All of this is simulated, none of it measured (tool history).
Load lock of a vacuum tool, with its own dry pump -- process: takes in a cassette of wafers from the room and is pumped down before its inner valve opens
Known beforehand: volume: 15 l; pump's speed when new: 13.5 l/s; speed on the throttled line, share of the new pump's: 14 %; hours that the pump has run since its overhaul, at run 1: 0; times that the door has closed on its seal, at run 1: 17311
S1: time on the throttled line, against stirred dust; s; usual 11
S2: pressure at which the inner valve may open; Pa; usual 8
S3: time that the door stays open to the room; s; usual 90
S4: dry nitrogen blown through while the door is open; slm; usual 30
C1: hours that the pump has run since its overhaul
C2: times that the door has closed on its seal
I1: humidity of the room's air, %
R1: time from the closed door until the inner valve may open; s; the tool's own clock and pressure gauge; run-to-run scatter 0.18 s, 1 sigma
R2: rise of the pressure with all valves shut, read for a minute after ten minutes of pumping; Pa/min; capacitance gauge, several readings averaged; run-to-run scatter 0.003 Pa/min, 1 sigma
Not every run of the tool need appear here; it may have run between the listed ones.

| run | hour | S1 | S2 | S3 | S4 | C1 | C2 | I1 | R1 | R2 |
|---|---|---|---|---|---|---|---|---|---|---|
| 1 | 0 | 11 | 8 | 90 | 30 | 0 | 17311 | 45.3 | 20.3 | 0.093 |
| 2 | 605.3 | 11 | 8 | 90 | 30 | 605 | 19272 | 42.5 | 20.4 | 0.096 |
| 3 | 1244 | 11 | 8 | 90 | 30 | 1244 | 21341 | 50.6 | 20.4 | 0.109 |
| 4 | 1958.3 | 11 | 8 | 90 | 30 | 1958 | 23655 | 46.2 | 20.4 | 0.127 |
| 5 | 2364.9 | 11 | 8 | 90 | 30 | 2365 | 24972 | 42.7 | 20.5 | 0.117 |
| 6 | 3013 | 11 | 8 | 90 | 30 | 3013 | 27072 | 44.7 | 20.6 | 0.14 |
| 7 | 3604.8 | 11 | 8 | 90 | 30 | 3605 | 28989 | 47.4 | 20.8 | 0.151 |
| 8 | 4238.5 | 11 | 8 | 90 | 30 | 4239 | 31042 | 45.2 | 21.4 | 0.165 |
| 9 | 4685.1 | 11 | 8 | 90 | 30 | 4685 | 32488 | 47 | 21.3 | 0.17 |
| 10 | 5380.4 | 7 | 8 | 29 | 10 | 5380 | 34741 | 46.6 | 18.2 | 0.187 |
| 11 | 5697.5 | 15 | 8 | 29 | 10 | 5697 | 35768 | 45.3 | 24.6 | 0.183 |
| 12 | 6161.5 | 15 | 8 | 29 | 10 | 6162 | 37271 | 45.3 | 25.1 | 0.201 |
| 13 | 6463.2 | 15 | 8 | 29 | 10 | 6463 | 38248 | 50.9 | 25.2 | 0.203 |
| 14 | 6957.2 | 10 | 9 | 30 | 30 | 6957 | 39848 | 47.5 | 21.1 | 0.195 |
| 15 | 7527.1 | 10 | 9 | 104 | 10 | 7527 | 41695 | 46.7 | 21.3 | 0.262 |
| 16 | 8054 | 9 | 15 | 59 | 8 | 8054 | 43402 | 48.1 | 20 | 0.26 |
| 17 | 8615 | 9 | 15 | 59 | 8 | 8615 | 45219 | 45 | 20.2 | 0.27 |
|  | 9039.8 | dry pump taken out, an overhauled one fitted |
| 18 | 9279.5 | 9 | 15 | 59 | 8 | 240 | 47352 | 43.6 | 17.7 | 0.283 |

Here are 3 independent what-if runs from the current tool condition. What would each one return?
| A | 9847.2 | 11 | 8 | 90 | 40 | 807 | 49191 | 47.1 | ? | ? |
| B | 9847.2 | 22 | 8 | 90 | 30 | 807 | 49191 | 46.6 | ? | ? |
| C | 9847.2 | 11 | 8 | 90 | 19 | 807 | 49191 | 42.8 | ? | ? |

| run | R1 | R2 |
|---|---|---|
| A | 20.2 | 0.281 |
| B | 29.4 | 0.286 |
| C | 20.3 | 0.292 |
Without the tool's unlogged condition, the same runs would have read:
| run | R1 | R2 |
|---|---|---|
| A | 20.1 | 0.033 |
| B | 29.3 | 0.042 |
| C | 20.1 | 0.049 |

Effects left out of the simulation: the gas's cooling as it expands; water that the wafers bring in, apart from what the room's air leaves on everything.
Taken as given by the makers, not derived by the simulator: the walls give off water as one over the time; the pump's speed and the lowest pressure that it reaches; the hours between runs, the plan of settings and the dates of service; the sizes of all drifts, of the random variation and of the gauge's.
